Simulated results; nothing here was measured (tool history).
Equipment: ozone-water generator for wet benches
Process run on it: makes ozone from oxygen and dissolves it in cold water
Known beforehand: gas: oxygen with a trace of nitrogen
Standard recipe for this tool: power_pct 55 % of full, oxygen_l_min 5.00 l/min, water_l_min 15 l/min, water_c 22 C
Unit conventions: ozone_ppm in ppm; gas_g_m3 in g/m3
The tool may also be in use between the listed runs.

| run | hour | power_pct | oxygen_l_min | water_l_min | water_c | ozone_ppm | gas_g_m3 |
|---|---|---|---|---|---|---|---|
| 1 | 0.0 | 55 | 5.00 | 15 | 22 | 23.5 | 229.9 |
| 2 | 113.1 | 55 | 5.00 | 15 | 22 | 23.6 | 228.7 |
| 3 | 281.2 | 55 | 5.00 | 15 | 22 | 24.1 | 229.6 |
| 4 | 444.8 | 55 | 5.00 | 15 | 22 | 23.8 | 227.5 |
| 5 | 528.7 | 55 | 5.00 | 15 | 22 | 23.5 | 229.1 |
| 6 | 702.9 | 55 | 5.00 | 15 | 22 | 23.6 | 229.2 |
| 7 | 791.2 | 55 | 5.00 | 15 | 22 | 23.4 | 230.2 |
| 8 | 934.4 | 55 | 5.00 | 15 | 30 | 20.1 | 228.0 |
| 9 | 1046.8 | 55 | 2.89 | 10 | 30 | 26.4 | 273.1 |
| 10 | 1236.1 | 55 | 7.11 | 10 | 22 | 32.3 | 204.1 |
| 11 | 1367.0 | 52 | 7.11 | 10 | 22 | 31.4 | 195.5 |
| 12 | 1545.1 | 55 | 5.00 | 15 | 22 | 23.5 | 226.1 |
| 13 | 1680.6 | 50 | 7.37 | 15 | 26 | 21.2 | 191.5 |

Predict each of these 3 candidate next runs independently; none follows another, all start after run 13:
| A | 1795.9 | 56 | 7.37 | 15 | 15 | ? | ? |
| B | 1795.9 | 50 | 7.37 | 18 | 20 | ? | ? |
| C | 1795.9 | 63 | 5.00 | 14 | 22 | ? | ? |

| run | ozone_ppm | gas_g_m3 |
|---|---|---|
| A | 27.9 | 203.1 |
| B | 20.7 | 189.7 |
| C | 26.2 | 246.0 |
What these runs would have given with no unlogged condition in the tool:
| run | ozone_ppm | gas_g_m3 |
|---|---|---|
| A | 30.4 | 211.7 |
| B | 22.5 | 197.2 |
| C | 28.5 | 257.3 |
